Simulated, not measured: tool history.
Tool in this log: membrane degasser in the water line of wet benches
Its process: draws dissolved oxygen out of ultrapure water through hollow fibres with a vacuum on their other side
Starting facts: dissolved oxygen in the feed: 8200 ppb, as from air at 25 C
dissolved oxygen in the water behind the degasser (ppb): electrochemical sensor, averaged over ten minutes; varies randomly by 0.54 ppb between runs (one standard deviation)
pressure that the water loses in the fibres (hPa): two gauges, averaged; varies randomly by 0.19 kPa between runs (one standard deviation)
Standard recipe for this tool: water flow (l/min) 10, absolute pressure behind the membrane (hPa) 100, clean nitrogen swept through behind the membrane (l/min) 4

run   hour  water flow (l/min)  absolute pressure behind the membrane (hPa)  clean nitrogen swept through behind the membrane (l/min)  dissolved oxygen in the water behind the degasser (ppb)  pressure that the water loses in the fibres (hPa)
  1      0                  10                                          100                                                         4                                                     45.3                                              389.3
  2   46.4                  10                                          100                                                         4                                                     44.2                                              390.7
  3   87.5                  10                                          202                                                         4                                                    105.5                                              389.8
  4  149.3                  10                                          202                                                         4                                                    104.7                                              390.2
  5  181.8                  10                                          202                                                         4                                                    107.7                                              387.4
  6  228.8                  10                                          100                                                      1.72                                                     99.7                                              388.4
  7    302                  10                                          100                                                      1.72                                                     96.7                                              391.4
  8  363.8                   9                                          177                                                      7.64                                                     44.1                                              354.9
  9  426.8                  10                                           88                                                      6.73                                                       24                                              389.3
 10  463.7                  10                                          130                                                      5.21                                                     49.9                                                392
 11  534.5                  10                                          158                                                         4                                                     79.8                                              392.5

Alternative continuations, all from the tool just after run 11; predict every row:
  A   579                   7                                          100                                                      8.52                                                        ?                                                  ?
  B   579                   6                                          158                                                         4                                                        ?                                                  ?
  C   579                  10                                          169                                                         4                                                        ?                                                  ?
  D   579                   7                                          146                                                         4                                                        ?                                                  ?

run  dissolved oxygen in the water behind the degasser (ppb)  pressure that the water loses in the fibres (hPa)
  A                                                       15                                              274.5
  B                                                     46.7                                              234.4
  C                                                     87.4                                              388.6
  D                                                     50.4                                              276.3
Stripped of hidden state, with their random variation kept, the same runs would have yielded:
run  dissolved oxygen in the water behind the degasser (ppb)  pressure that the water loses in the fibres (hPa)
  A                                                       15                                              272.3
  B                                                     46.6                                              232.5
  C                                                     87.3                                              385.5
  D                                                     50.4                                              274.1
